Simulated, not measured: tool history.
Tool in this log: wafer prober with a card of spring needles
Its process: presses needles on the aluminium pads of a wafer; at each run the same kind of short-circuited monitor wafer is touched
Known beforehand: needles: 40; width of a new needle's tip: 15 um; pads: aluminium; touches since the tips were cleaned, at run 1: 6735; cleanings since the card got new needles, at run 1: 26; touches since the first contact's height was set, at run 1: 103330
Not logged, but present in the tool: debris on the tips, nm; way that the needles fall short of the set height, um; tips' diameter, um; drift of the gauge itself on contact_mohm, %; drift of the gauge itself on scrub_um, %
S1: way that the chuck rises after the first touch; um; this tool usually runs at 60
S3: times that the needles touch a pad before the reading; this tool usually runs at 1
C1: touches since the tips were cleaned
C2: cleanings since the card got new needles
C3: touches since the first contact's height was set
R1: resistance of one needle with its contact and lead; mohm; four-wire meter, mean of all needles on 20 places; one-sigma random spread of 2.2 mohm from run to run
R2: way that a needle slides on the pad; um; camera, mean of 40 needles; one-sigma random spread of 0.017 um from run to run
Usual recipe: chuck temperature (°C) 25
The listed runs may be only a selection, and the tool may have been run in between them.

run 1 day=0 | S1=60 chuck_temperature_(°C)=25 S3=1 | C1=6735 C2=26 C3=103330 | R1=248 R2=7.22
-- day=0.204 tips cleaned on abrasive film
run 2 day=0.675 | S1=60 chuck_temperature_(°C)=25 S3=1 | C1=3803 C2=27 C3=108732 | R1=244 R2=7.24
-- day=1.217 tips cleaned on abrasive film
run 3 day=1.325 | S1=60 chuck_temperature_(°C)=25 S3=1 | C1=885 C2=28 C3=113957 | R1=245 R2=7.22
run 4 day=2.188 | S1=60 chuck_temperature_(°C)=25 S3=1 | C1=7830 C2=28 C3=120902 | R1=245 R2=7.19
-- day=2.25 tips cleaned on abrasive film
-- day=3.279 tips cleaned on abrasive film
run 5 day=3.279 | S1=60 chuck_temperature_(°C)=25 S3=1 | C1=0 C2=30 C3=129650 | R1=247 R2=7.23
run 6 day=4.108 | S1=60 chuck_temperature_(°C)=25 S3=1 | C1=6662 C2=30 C3=136312 | R1=248 R2=7.24
-- day=4.292 tips cleaned on abrasive film
run 7 day=4.992 | S1=60 chuck_temperature_(°C)=25 S3=2 | C1=5629 C2=31 C3=143405 | R1=245 R2=7.24
-- day=5.283 tips cleaned on abrasive film
run 8 day=5.612 | S1=60 chuck_temperature_(°C)=25 S3=2 | C1=2660 C2=32 C3=148402 | R1=247 R2=7.2
-- day=5.9 height of the first contact set anew
run 9 day=6.088 | S1=60 chuck_temperature_(°C)=25 S3=2 | C1=6367 C2=32 C3=1522 | R1=247 R2=7.23
-- day=6.333 tips cleaned on abrasive film
run 10 day=6.9 | S1=60 chuck_temperature_(°C)=25 S3=2 | C1=4580 C2=33 C3=8059 | R1=248 R2=7.22
-- day=7.383 tips cleaned on abrasive film
run 11 day=7.425 | S1=60 chuck_temperature_(°C)=25 S3=2 | C1=352 C2=34 C3=12261 | R1=247 R2=7.22
run 12 day=8.017 | S1=45 chuck_temperature_(°C)=25 S3=1 | C1=5094 C2=34 C3=17003 | R1=258 R2=5.46
-- day=8.4 tips cleaned on abrasive film
run 13 day=8.792 | S1=45 chuck_temperature_(°C)=25 S3=1 | C1=3157 C2=35 C3=23232 | R1=258 R2=5.43
-- day=9.383 tips cleaned on abrasive film
run 14 day=9.621 | S1=45 chuck_temperature_(°C)=25 S3=1 | C1=1917 C2=36 C3=29879 | R1=256 R2=5.43
-- day=10.383 tips cleaned on abrasive film
run 15 day=10.683 | S1=43 chuck_temperature_(°C)=25 S3=1 | C1=2398 C2=37 C3=38408 | R1=257 R2=5.19
run 16 day=11.204 | S1=43 chuck_temperature_(°C)=25 S3=1 | C1=6603 C2=37 C3=42613 | R1=258 R2=5.18
-- day=11.429 tips cleaned on abrasive film
run 17 day=12.225 | S1=43 chuck_temperature_(°C)=25 S3=1 | C1=6437 C2=38 C3=50831 | R1=258 R2=5.19
-- day=12.425 tips cleaned on abrasive film
run 18 day=13.254 | S1=43 chuck_temperature_(°C)=36 S3=2 | C1=6699 C2=39 C3=59090 | R1=266 R2=5.19
-- day=13.429 tips cleaned on abrasive film
run 19 day=13.971 | S1=41 chuck_temperature_(°C)=67 S3=3 | C1=4381 C2=40 C3=64833 | R1=275 R2=4.97
-- day=14.412 tips cleaned on abrasive film
run 20 day=14.412 | S1=54 chuck_temperature_(°C)=85 S3=1 | C1=0 C2=41 C3=68346 | R1=267 R2=6.47
-- day=15.396 tips cleaned on abrasive film
run 21 day=15.433 | S1=71 chuck_temperature_(°C)=39 S3=3 | C1=314 C2=42 C3=76555 | R1=251 R2=8.51
run 22 day=16.262 | S1=63 chuck_temperature_(°C)=28 S3=2 | C1=7001 C2=42 C3=83242 | R1=247 R2=7.57
-- day=16.438 tips cleaned on abrasive film
run 23 day=16.971 | S1=70 chuck_temperature_(°C)=25 S3=3 | C1=4302 C2=43 C3=88903 | R1=246 R2=8.44
-- day=17.471 tips cleaned on abrasive film
run 24 day=17.812 | S1=55 chuck_temperature_(°C)=25 S3=3 | C1=2768 C2=44 C3=95680 | R1=252 R2=6.59
-- day=18.496 tips cleaned on abrasive film
run 25 day=18.862 | S1=60 chuck_temperature_(°C)=56 S3=1 | C1=2959 C2=45 C3=104094 | R1=258 R2=7.21
-- day=19.538 tips cleaned on abrasive film
run 26 day=19.729 | S1=60 chuck_temperature_(°C)=47 S3=1 | C1=1553 C2=46 C3=111056 | R1=257 R2=7.19
-- day=20.562 tips cleaned on abrasive film
run 27 day=20.596 | S1=75 chuck_temperature_(°C)=25 S3=3 | C1=280 C2=47 C3=118019 | R1=238 R2=9.01
run 28 day=21.279 | S1=75 chuck_temperature_(°C)=25 S3=3 | C1=5781 C2=47 C3=123520 | R1=242 R2=9.06
-- day=21.583 tips cleaned on abrasive film
run 29 day=21.942 | S1=60 chuck_temperature_(°C)=47 S3=2 | C1=2908 C2=48 C3=128849 | R1=253 R2=7.23

What will run 30 give?
-- day=22.65 tips cleaned on abrasive film
run 30 day=22.792 | S1=63 chuck_temperature_(°C)=120 S3=2 | C1=1129 C2=49 C3=135647 | R1=? R2=?

Run 30 measured R1 273 mohm, R2 7.6 um.
With the hidden condition absent and the run-to-run variation left alone, this run would have shown R1 273 mohm, R2 7.6 um.
